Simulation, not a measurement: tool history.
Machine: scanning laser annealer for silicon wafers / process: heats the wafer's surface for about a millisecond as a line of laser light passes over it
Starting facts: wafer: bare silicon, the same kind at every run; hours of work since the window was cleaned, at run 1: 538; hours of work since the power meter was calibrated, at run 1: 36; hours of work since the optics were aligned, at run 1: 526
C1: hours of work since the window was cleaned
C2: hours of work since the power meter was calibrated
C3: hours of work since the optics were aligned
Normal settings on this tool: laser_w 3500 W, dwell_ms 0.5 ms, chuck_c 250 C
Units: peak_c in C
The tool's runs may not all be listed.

{"run": 1, "hour": 0.0, "laser_w": 3500, "dwell_ms": 0.5, "chuck_c": 250, "C1": 538, "C2": 36, "C3": 526, "peak_c": 954}
{"run": 2, "hour": 30.9, "laser_w": 3500, "dwell_ms": 0.5, "chuck_c": 250, "C1": 562, "C2": 60, "C3": 550, "peak_c": 951}
{"run": 3, "hour": 51.1, "laser_w": 3500, "dwell_ms": 0.5, "chuck_c": 250, "C1": 578, "C2": 76, "C3": 566, "peak_c": 951}
{"hour": 88.8, "done": "window over the wafer cleaned"}
{"run": 4, "hour": 94.5, "laser_w": 3500, "dwell_ms": 0.5, "chuck_c": 250, "C1": 4, "C2": 109, "C3": 599, "peak_c": 929}
{"run": 5, "hour": 140.1, "laser_w": 3500, "dwell_ms": 0.5, "chuck_c": 250, "C1": 41, "C2": 145, "C3": 635, "peak_c": 926}
{"run": 6, "hour": 185.5, "laser_w": 3500, "dwell_ms": 0.5, "chuck_c": 250, "C1": 77, "C2": 181, "C3": 672, "peak_c": 923}
{"run": 7, "hour": 219.6, "laser_w": 3500, "dwell_ms": 0.5, "chuck_c": 250, "C1": 104, "C2": 209, "C3": 699, "peak_c": 922}
{"run": 8, "hour": 242.8, "laser_w": 3500, "dwell_ms": 0.5, "chuck_c": 250, "C1": 122, "C2": 227, "C3": 717, "peak_c": 918}
{"run": 9, "hour": 279.1, "laser_w": 3500, "dwell_ms": 0.5, "chuck_c": 250, "C1": 151, "C2": 256, "C3": 746, "peak_c": 920}
{"hour": 308.8, "done": "window over the wafer cleaned, once more"}
{"run": 10, "hour": 317.8, "laser_w": 3500, "dwell_ms": 0.5, "chuck_c": 250, "C1": 7, "C2": 285, "C3": 775, "peak_c": 986}
{"run": 11, "hour": 356.3, "laser_w": 3500, "dwell_ms": 0.375, "chuck_c": 250, "C1": 38, "C2": 316, "C3": 806, "peak_c": 880}
{"run": 12, "hour": 384.5, "laser_w": 3074, "dwell_ms": 0.408, "chuck_c": 258, "C1": 60, "C2": 338, "C3": 828, "peak_c": 831}
{"run": 13, "hour": 422.4, "laser_w": 3847, "dwell_ms": 0.371, "chuck_c": 250, "C1": 90, "C2": 368, "C3": 858, "peak_c": 936}
{"run": 14, "hour": 443.5, "laser_w": 3354, "dwell_ms": 0.5, "chuck_c": 253, "C1": 107, "C2": 385, "C3": 875, "peak_c": 949}
{"run": 15, "hour": 465.7, "laser_w": 3354, "dwell_ms": 0.5, "chuck_c": 253, "C1": 125, "C2": 403, "C3": 893, "peak_c": 948}
{"run": 16, "hour": 505.0, "laser_w": 3543, "dwell_ms": 0.5, "chuck_c": 232, "C1": 156, "C2": 434, "C3": 924, "peak_c": 963}
{"run": 17, "hour": 543.4, "laser_w": 3680, "dwell_ms": 0.388, "chuck_c": 237, "C1": 186, "C2": 464, "C3": 954, "peak_c": 905}
{"run": 18, "hour": 568.2, "laser_w": 3067, "dwell_ms": 0.388, "chuck_c": 237, "C1": 206, "C2": 484, "C3": 974, "peak_c": 786}
{"run": 19, "hour": 605.8, "laser_w": 3067, "dwell_ms": 0.388, "chuck_c": 237, "C1": 236, "C2": 514, "C3": 1004, "peak_c": 787}

Measured result minus the same run's result without the hidden state. Both carry the same run-to-run variation, though not necessarily the same gauge scatter:
What the log doesn't record here: light that passes the window, % of a clean one's; laser's true power over the reading, %; width of the line over the set one, %; drift of the gauge itself on peak_c, C.
run=1 peak_c=-35
run=2 peak_c=-37
run=3 peak_c=-38
run=4 peak_c=-62
run=5 peak_c=-65
run=6 peak_c=-67
run=7 peak_c=-68
run=8 peak_c=-70
run=9 peak_c=-71
run=10 peak_c=-5
run=11 peak_c=-6
run=12 peak_c=-7
run=13 peak_c=-11
run=14 peak_c=-12
run=15 peak_c=-13
run=16 peak_c=-16
run=17 peak_c=-16
run=18 peak_c=-15
run=19 peak_c=-16

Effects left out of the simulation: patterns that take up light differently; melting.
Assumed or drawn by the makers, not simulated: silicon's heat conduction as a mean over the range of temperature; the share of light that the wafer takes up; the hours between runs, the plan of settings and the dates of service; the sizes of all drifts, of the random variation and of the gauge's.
